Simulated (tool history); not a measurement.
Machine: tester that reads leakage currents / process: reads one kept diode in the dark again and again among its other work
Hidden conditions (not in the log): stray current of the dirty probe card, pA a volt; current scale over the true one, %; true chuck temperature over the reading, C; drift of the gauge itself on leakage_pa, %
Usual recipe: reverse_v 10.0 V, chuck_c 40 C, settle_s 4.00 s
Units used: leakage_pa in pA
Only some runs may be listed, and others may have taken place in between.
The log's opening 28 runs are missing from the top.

run    hour  reverse_v  chuck_c  settle_s  hours of work since the probe card was cleaned  hours of work since the tester was calibrated  hours of work since the chuck was calibrated  leakage_pa
 29  1008.7        2.8       58      1.14                                            1441                                           1074                                          1815      496.82
 30  1043.7        2.8       58      1.14                                            1463                                           1096                                          1837      495.96
 31  1082.2       10.0       41      0.52                                            1488                                           1121                                          1861      202.40
 32  1124.9       19.0       59      4.00                                            1515                                           1148                                          1888     1048.10
 33  1166.4       19.0       59      4.00                                            1541                                           1174                                          1915     1049.09
 34  1202.3        1.1       59      0.51                                            1564                                           1197                                          1938      392.17
 35  1238.1        1.1       59      0.51                                            1587                                           1220                                          1960      392.11
 36  1275.2       18.7       40      4.00                                            1610                                           1243                                          1984      231.87
 37  1329.0       13.5       37      2.12                                            1644                                           1277                                          2018      161.67
 38  1370.8       10.0       40      1.30                                            1671                                           1304                                          2045      187.86
 39  1414.9       10.0       40      1.30                                            1699                                           1332                                          2073      188.84

3 ways to go on from here, each from the tool as it stands after run 39. What would each give?
     1454.8  -- chuck's temperature calibrated
  A  1467.5       10.2       28      1.58                                            1731                                           1364                                             8           ?
     1454.8  -- chuck's temperature calibrated
  B  1467.5        2.9       40      3.12                                            1731                                           1364                                             8           ?
     1454.8  -- chuck's temperature calibrated
  C  1467.5        2.6       40      6.35                                            1731                                           1364                                             8           ?

run  leakage_pa
  A       58.25
  B      103.63
  C       99.30
Stripped of hidden state, with their random variation kept, the same runs would have yielded:
run  leakage_pa
  A       54.96
  B      101.76
  C       97.55
